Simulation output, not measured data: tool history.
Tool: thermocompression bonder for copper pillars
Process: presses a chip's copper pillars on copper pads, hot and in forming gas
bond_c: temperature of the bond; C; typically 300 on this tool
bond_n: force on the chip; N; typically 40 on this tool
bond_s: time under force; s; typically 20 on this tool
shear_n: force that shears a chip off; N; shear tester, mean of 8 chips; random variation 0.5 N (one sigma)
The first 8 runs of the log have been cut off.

run 9 hour=244.2 | bond_c=300 bond_n=51 bond_s=20 | shear_n=80.6
run 10 hour=278.8 | bond_c=300 bond_n=51 bond_s=20 | shear_n=79.7
run 11 hour=311.7 | bond_c=318 bond_n=40 bond_s=20 | shear_n=80.5
run 12 hour=345.6 | bond_c=318 bond_n=40 bond_s=20 | shear_n=78.8
run 13 hour=378.8 | bond_c=300 bond_n=40 bond_s=51 | shear_n=87.3
run 14 hour=416.5 | bond_c=300 bond_n=40 bond_s=36 | shear_n=81.5
run 15 hour=455.4 | bond_c=300 bond_n=40 bond_s=36 | shear_n=81.9
run 16 hour=486.0 | bond_c=300 bond_n=40 bond_s=20 | shear_n=72.3
-- hour=490.2 force cell calibrated
run 17 hour=530.5 | bond_c=300 bond_n=40 bond_s=20 | shear_n=70.4
run 18 hour=553.7 | bond_c=300 bond_n=39 bond_s=20 | shear_n=69.7
run 19 hour=582.7 | bond_c=300 bond_n=54 bond_s=20 | shear_n=77.9
run 20 hour=605.7 | bond_c=300 bond_n=54 bond_s=20 | shear_n=78.1
run 21 hour=631.0 | bond_c=289 bond_n=25 bond_s=20 | shear_n=50.4
run 22 hour=654.5 | bond_c=273 bond_n=47 bond_s=11 | shear_n=51.6
run 23 hour=680.2 | bond_c=312 bond_n=29 bond_s=11 | shear_n=52.9

Predict the results of run 24:
run 24 hour=703.3 | bond_c=312 bond_n=34 bond_s=11 | shear_n=?

{"run 24": {"shear_n": 57.1}}
Minus the tool's unlogged condition, the same run would have read shear_n 63.2 N.
